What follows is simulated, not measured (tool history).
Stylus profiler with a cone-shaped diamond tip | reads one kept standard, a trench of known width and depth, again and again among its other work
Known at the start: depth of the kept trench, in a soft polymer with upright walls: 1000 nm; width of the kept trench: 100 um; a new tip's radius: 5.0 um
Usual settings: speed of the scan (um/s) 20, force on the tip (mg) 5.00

| run | hour | speed of the scan (um/s) | force on the tip (mg) | depth of the trench (Å) | width of the trench's floor (nm) |
|---|---|---|---|---|---|
| 1 | 0.0 | 20 | 5.00 | 10221.6 | 93560 |
| 2 | 19.6 | 20 | 5.00 | 10224.7 | 93490 |
| 3 | 32.7 | 20 | 4.08 | 10192.7 | 93480 |
| 4 | 46.8 | 20 | 4.08 | 10188.4 | 93510 |
| 5 | 63.4 | 20 | 2.65 | 10139.7 | 93430 |
| 6 | 89.7 | 7 | 5.00 | 10217.6 | 93460 |
| 7 | 108.7 | 7 | 5.00 | 10213.1 | 93480 |
| 8 | 131.6 | 7 | 5.00 | 10220.5 | 93450 |
| 9 | 154.4 | 20 | 5.00 | 10214.7 | 93380 |
| 10 | 171.2 | 20 | 5.00 | 10211.8 | 93380 |
| 11 | 186.8 | 20 | 5.00 | 10217.9 | 93410 |
| 12 | 211.6 | 20 | 10.94 | 10371.2 | 93400 |
| 13 | 226.4 | 20 | 10.94 | 10374.1 | 93280 |
|  | 228.4 | height scale calibrated on a step standard |
| 14 | 251.5 | 20 | 10.94 | 10372.8 | 93330 |
| 15 | 276.7 | 20 | 5.00 | 10209.6 | 93250 |
| 16 | 293.4 | 17 | 5.00 | 10209.9 | 93290 |
| 17 | 310.8 | 17 | 5.00 | 10208.8 | 93290 |
|  | 334.4 | height scale calibrated on a step standard, once more |
| 18 | 335.4 | 7 | 7.70 | 10307.8 | 93270 |
| 19 | 351.8 | 16 | 9.82 | 10358.0 | 93290 |
| 20 | 366.4 | 22 | 2.69 | 10141.3 | 93170 |
| 21 | 392.0 | 7 | 14.04 | 10452.9 | 93240 |
| 22 | 419.4 | 7 | 14.04 | 10455.7 | 93220 |
| 23 | 444.2 | 20 | 2.31 | 10128.7 | 93150 |
| 24 | 468.5 | 20 | 2.31 | 10130.7 | 93080 |
| 25 | 481.1 | 42 | 12.99 | 10429.0 | 93080 |
| 26 | 496.5 | 7 | 12.89 | 10425.2 | 93120 |
| 27 | 523.9 | 56 | 5.51 | 10235.7 | 92990 |
| 28 | 536.2 | 23 | 8.85 | 10331.6 | 93070 |
| 29 | 562.9 | 20 | 13.07 | 10427.9 | 93050 |
| 30 | 575.1 | 9 | 12.97 | 10425.6 | 93130 |
| 31 | 600.4 | 9 | 9.75 | 10352.0 | 93030 |
| 32 | 621.3 | 9 | 9.75 | 10345.6 | 93000 |
| 33 | 632.6 | 9 | 9.75 | 10346.1 | 92990 |
| 34 | 658.7 | 12 | 5.64 | 10235.5 | 92970 |

Measured less the same run without the tool's hidden state. The same run-to-run variation is in both; the gauge's scatter may not be:
The hidden state here: radius of the tip, um; height scale over the true one, %; drift of the gauge itself on depth_nm, %; drift of the gauge itself on floor_um, %.
| run | depth of the trench (Å) | width of the trench's floor (nm) |
|---|---|---|
| 1 | -9.2 | -400 |
| 2 | -9.7 | -420 |
| 3 | -10.0 | -430 |
| 4 | -10.4 | -450 |
| 5 | -10.8 | -470 |
| 6 | -11.7 | -500 |
| 7 | -12.2 | -510 |
| 8 | -12.9 | -530 |
| 9 | -13.6 | -550 |
| 10 | -14.1 | -570 |
| 11 | -14.6 | -580 |
| 12 | -15.5 | -610 |
| 13 | -15.9 | -620 |
| 14 | -18.7 | -640 |
| 15 | -19.1 | -660 |
| 16 | -19.7 | -680 |
| 17 | -20.1 | -690 |
| 18 | -2.5 | -720 |
| 19 | -3.0 | -730 |
| 20 | -3.3 | -750 |
| 21 | -4.2 | -770 |
| 22 | -5.0 | -790 |
| 23 | -5.6 | -820 |
| 24 | -6.2 | -840 |
| 25 | -6.7 | -850 |
| 26 | -7.2 | -860 |
| 27 | -7.9 | -890 |
| 28 | -8.3 | -900 |
| 29 | -9.2 | -920 |
| 30 | -9.5 | -930 |
| 31 | -10.2 | -960 |
| 32 | -10.7 | -970 |
| 33 | -11.0 | -980 |
| 34 | -11.7 | -1000 |
